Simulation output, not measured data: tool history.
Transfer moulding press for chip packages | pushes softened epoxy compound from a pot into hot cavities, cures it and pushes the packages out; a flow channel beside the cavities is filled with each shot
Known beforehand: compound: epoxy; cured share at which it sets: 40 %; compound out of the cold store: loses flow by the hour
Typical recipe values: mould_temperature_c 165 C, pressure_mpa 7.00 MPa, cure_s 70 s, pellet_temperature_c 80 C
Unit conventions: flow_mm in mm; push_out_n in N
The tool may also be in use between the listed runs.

run,hour,mould_temperature_c,pressure_mpa,cure_s,pellet_temperature_c,incoming compound's hours out of the cold store,flow_mm,push_out_n
1,0.0,165,7.00,70,80,19.8,612,534
2,25.1,165,7.00,70,80,34.4,573,718
3,51.4,165,7.00,70,80,12.2,631,655
4,72.4,164,7.00,70,80,22.2,593,817
5,84.8,165,7.00,70,80,24.4,592,582
6,105.6,165,7.00,70,80,16.2,609,743
7,132.2,165,7.00,70,80,26.7,582,636
8,149.6,165,7.00,70,80,47.7,535,710
9,177.0,165,7.00,70,70,35.2,553,689
10,201.6,165,7.00,70,70,28.4,562,554
11,214.5,165,7.00,70,79,12.3,599,711
12,230.9,165,7.00,70,79,45.6,527,750
13,252.7,165,7.00,70,79,9.4,670,651
14,265.5,165,7.00,70,79,35.4,604,729
15,291.5,169,8.62,101,79,41.5,643,458
16,317.6,165,5.38,75,80,46.8,495,693
17,345.2,171,6.35,75,80,41.6,534,527
18,359.9,165,7.66,70,80,18.0,655,828
19,388.0,166,5.69,94,81,40.4,510,516
20,407.5,162,7.08,54,80,12.0,636,1225
21,422.5,162,7.08,54,76,24.4,610,1433
22,433.9,162,7.08,54,76,8.7,652,1704
23,461.7,162,7.08,54,76,23.1,615,1446
24,479.4,157,7.08,54,76,14.4,648,2328
25,502.0,165,7.73,70,81,29.3,603,649
26,529.6,165,8.13,70,80,27.8,617,546
27,541.5,168,8.13,70,88,46.7,568,555

Not shown: 16 entries that the log had between the listed runs. Between which runs, and how does the tool's hidden state differ before and after?
After run 2, before run 3: cavities cleaned with cleaning compound and waxed (hour 40.4)
  true mould temperature over the reading, C: -0.67 -> -0.71; pressure that reaches the compound, % of what is set: 91.4 -> 89.95; grip of the stained cavities, % over clean ones': 40.6 -> 23.6
  measured minus no-state result, flow_mm: -25 -> -32 mm; push_out_n: +227 -> +152 N
After run 4, before run 5: cavities cleaned with cleaning compound and waxed (hour 80.5)
  true mould temperature over the reading, C: -0.74 -> -0.75; pressure that reaches the compound, % of what is set: 88.77 -> 88.13; grip of the stained cavities, % over clean ones': 48.2 -> 9.7
  measured minus no-state result, flow_mm: -34 -> -36 mm; push_out_n: +293 -> +76 N
After run 6, before run 7: cavities cleaned with cleaning compound and waxed (hour 119.6)
  true mould temperature over the reading, C: -0.79 -> -0.82; pressure that reaches the compound, % of what is set: 86.86 -> 85.34; grip of the stained cavities, % over clean ones': 39.4 -> 24.1
  measured minus no-state result, flow_mm: -41 -> -46 mm; push_out_n: +238 -> +150 N
After run 8, before run 9: cavities cleaned with cleaning compound and waxed (hour 160.0)
  true mould temperature over the reading, C: -0.85 -> -0.88; pressure that reaches the compound, % of what is set: 84.4 -> 82.89; grip of the stained cavities, % over clean ones': 45.4 -> 30.2
  measured minus no-state result, flow_mm: -45 -> -52 mm; push_out_n: +242 -> +188 N
After run 9, before run 10: cavities cleaned with cleaning compound and waxed (hour 198.9)
  true mould temperature over the reading, C: -0.88 -> -0.92; pressure that reaches the compound, % of what is set: 82.89 -> 81.61; grip of the stained cavities, % over clean ones': 30.2 -> 7.9
  measured minus no-state result, flow_mm: -52 -> -57 mm; push_out_n: +188 -> +71 N
After run 12, before run 13: cavities cleaned with cleaning compound and waxed (hour 238.4); plunger's sealing rings changed (hour 242.2)
  true mould temperature over the reading, C: -0.96 -> -0.99; pressure that reaches the compound, % of what is set: 79.96 -> 99.46; grip of the stained cavities, % over clean ones': 46.8 -> 23.1
  measured minus no-state result, flow_mm: -59 -> +2 mm; push_out_n: +270 -> +159 N
After run 14, before run 15: cavities cleaned with cleaning compound and waxed (hour 281.1)
  true mould temperature over the reading, C: -1.01 -> -1.04; pressure that reaches the compound, % of what is set: 98.74 -> 97.45; grip of the stained cavities, % over clean ones': 39.4 -> 20.7
  measured minus no-state result, flow_mm: -1 -> -6 mm; push_out_n: +237 -> +78 N
After run 16, before run 17: mould's thermocouples calibrated (hour 321.1); cavities cleaned with cleaning compound and waxed (hour 322.6)
  true mould temperature over the reading, C: -1.08 -> -1.26; pressure that reaches the compound, % of what is set: 95.9 -> 94.45; grip of the stained cavities, % over clean ones': 50.6 -> 38.4
  measured minus no-state result, flow_mm: -8 -> -13 mm; push_out_n: +255 -> +153 N
After run 18, before run 19: cavities cleaned with cleaning compound and waxed (hour 363.7)
  true mould temperature over the reading, C: -1.28 -> -1.32; pressure that reaches the compound, % of what is set: 93.61 -> 92.08; grip of the stained cavities, % over clean ones': 52.3 -> 39.1
  measured minus no-state result, flow_mm: -17 -> -18 mm; push_out_n: +334 -> +149 N
After run 19, before run 20: mould's thermocouples calibrated, once more (hour 400.8); cavities cleaned with cleaning compound and waxed (hour 404.7)
  true mould temperature over the reading, C: -1.32 -> 0.16; pressure that reaches the compound, % of what is set: 92.08 -> 91.16; grip of the stained cavities, % over clean ones': 39.1 -> 6.9
  measured minus no-state result, flow_mm: -18 -> -30 mm; push_out_n: +149 -> +66 N
After run 22, before run 23: cavities cleaned with cleaning compound and waxed (hour 443.6)
  true mould temperature over the reading, C: 0.12 -> 0.08; pressure that reaches the compound, % of what is set: 89.63 -> 88.16; grip of the stained cavities, % over clean ones': 43.5 -> 32.5
  measured minus no-state result, flow_mm: -37 -> -40 mm; push_out_n: +505 -> +349 N
After run 24, before run 25: cavities cleaned with cleaning compound and waxed (hour 482.5)
  true mould temperature over the reading, C: 0.05 -> 0.02; pressure that reaches the compound, % of what is set: 87.08 -> 85.89; grip of the stained cavities, % over clean ones': 49.6 -> 33.2
  measured minus no-state result, flow_mm: -47 -> -48 mm; push_out_n: +770 -> +162 N
After run 25, before run 26: cavities cleaned with cleaning compound and waxed (hour 522.0)
  true mould temperature over the reading, C: 0.02 -> -0.02; pressure that reaches the compound, % of what is set: 85.89 -> 84.49; grip of the stained cavities, % over clean ones': 33.2 -> 18.6
  measured minus no-state result, flow_mm: -48 -> -55 mm; push_out_n: +162 -> +86 N
